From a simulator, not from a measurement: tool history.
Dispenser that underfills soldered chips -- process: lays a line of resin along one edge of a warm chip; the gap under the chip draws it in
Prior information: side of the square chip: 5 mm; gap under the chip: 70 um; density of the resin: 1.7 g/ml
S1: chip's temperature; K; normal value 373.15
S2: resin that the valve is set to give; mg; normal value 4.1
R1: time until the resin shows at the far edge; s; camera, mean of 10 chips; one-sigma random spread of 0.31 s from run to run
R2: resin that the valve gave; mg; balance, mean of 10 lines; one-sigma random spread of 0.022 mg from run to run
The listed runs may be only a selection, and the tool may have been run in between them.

| run | hour | S1 | S2 | R1 | R2 |
|---|---|---|---|---|---|
| 1 | 0 | 373.15 | 4.1 | 12.5 | 4.01 |
|  | 3.7 | new syringe of resin |
| 2 | 9.7 | 373.15 | 4.1 | 10.2 | 4.02 |
| 3 | 15.2 | 373.15 | 4.1 | 13.6 | 3.99 |
|  | 17.7 | new syringe of resin |
| 4 | 24.1 | 373.15 | 4.1 | 10.9 | 3.95 |
|  | 31.5 | new syringe of resin |
| 5 | 31.7 | 373.15 | 4.1 | 7.2 | 3.96 |
| 6 | 38.6 | 362.15 | 4.1 | 18.3 | 3.96 |
| 7 | 44.7 | 359.15 | 4.1 | 29.5 | 3.96 |
|  | 45.4 | new syringe of resin |
| 8 | 50.6 | 359.15 | 4.1 | 19.3 | 3.93 |
| 9 | 58.4 | 373.15 | 4.1 | 15.3 | 3.88 |
|  | 59.3 | new syringe of resin |
| 10 | 63.9 | 370.15 | 3.52 | 10.7 | 3.32 |
| 11 | 68.7 | 381.15 | 3.52 | 9.2 | 3.38 |
|  | 73.2 | new syringe of resin |
| 12 | 78.2 | 381.15 | 3.52 | 7.8 | 3.31 |

What does the tool deliver on the next run?
| 13 | 84.7 | 385.15 | 3.93 | ? | ? |

{"run 13": {"R1": 7.8, "R2": 3.69}}
If the tool had no hidden condition, the same run with the same run-to-run variation would have returned R1 3.9 s, R2 3.92 mg.

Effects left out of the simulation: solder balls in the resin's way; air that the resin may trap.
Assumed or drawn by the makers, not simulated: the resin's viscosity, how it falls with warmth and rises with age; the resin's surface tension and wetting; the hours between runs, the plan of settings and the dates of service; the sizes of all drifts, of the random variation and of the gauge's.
